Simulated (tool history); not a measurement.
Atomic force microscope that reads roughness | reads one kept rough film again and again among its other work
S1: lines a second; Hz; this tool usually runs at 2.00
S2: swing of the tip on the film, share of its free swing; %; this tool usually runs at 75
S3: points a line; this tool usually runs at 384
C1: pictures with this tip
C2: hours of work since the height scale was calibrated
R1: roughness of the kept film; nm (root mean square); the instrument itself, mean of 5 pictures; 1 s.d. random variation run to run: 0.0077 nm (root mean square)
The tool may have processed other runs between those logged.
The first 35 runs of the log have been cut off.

Run 36, hour 366.8: usual settings but S1 1.60 Hz, S2 73 %, S3 1006; C1 62; C2 533. Result: R1 1.651 nm (root mean square).
Run 37, hour 380.5: usual settings but S1 1.60 Hz, S2 73 %, S3 1006; C1 89; C2 544. Result: R1 1.594 nm (root mean square).
Run 38, hour 391.7: usual settings but S2 68 %, S3 514; C1 111; C2 552. Result: R1 1.588 nm (root mean square).
Run 39, hour 401.9: usual settings but S2 68 %, S3 514; C1 131; C2 560. Result: R1 1.556 nm (root mean square).
Run 40, hour 416.5: usual settings but S1 2.95 Hz, S2 71 %, S3 514; C1 160; C2 572. Result: R1 1.461 nm (root mean square).
Run 41, hour 431.0: usual settings but S3 403; C1 188; C2 583. Result: R1 1.438 nm (root mean square).
Run 42, hour 444.9: usual settings but S2 59 %, S3 259; C1 216; C2 594. Result: R1 1.487 nm (root mean square).
Run 43, hour 453.2: usual settings but S2 59 %, S3 259; C1 232; C2 600. Result: R1 1.466 nm (root mean square).
At hour 463.2: new tip fitted.
Run 44, hour 464.2: usual settings but S2 59 %, S3 259; C1 2; C2 608. Result: R1 1.705 nm (root mean square).
Run 45, hour 474.9: usual settings but S1 1.45 Hz, S2 61 %, S3 383; C1 23; C2 617. Result: R1 1.725 nm (root mean square).
Run 46, hour 484.3: usual settings but S1 1.45 Hz, S2 61 %, S3 383; C1 41; C2 624. Result: R1 1.700 nm (root mean square).

Forecast each of these 5 alternatives for the next run:
Run A, hour 497.1: usual settings but S1 3.31 Hz, S3 559; C1 66; C2 634. Result: R1 ?.
Run B, hour 497.1: usual settings but S1 1.45 Hz, S2 68 %, S3 383; C1 66; C2 634. Result: R1 ?.
Run C, hour 497.1: usual settings but S1 3.53 Hz, S2 65 %, S3 887; C1 66; C2 634. Result: R1 ?.
Run D, hour 497.1: usual settings but S1 1.45 Hz, S2 61 %, S3 894; C1 66; C2 634. Result: R1 ?.
Run E, hour 497.1: usual settings but S1 3.95 Hz, S2 85 %, S3 902; C1 66; C2 634. Result: R1 ?.

run     R1
  A  1.506
  B  1.639
  C  1.599
  D  1.693
  E  1.347
What these runs would have given with no unlogged condition in the tool:
run     R1
  A  1.569
  B  1.708
  C  1.666
  D  1.764
  E  1.404
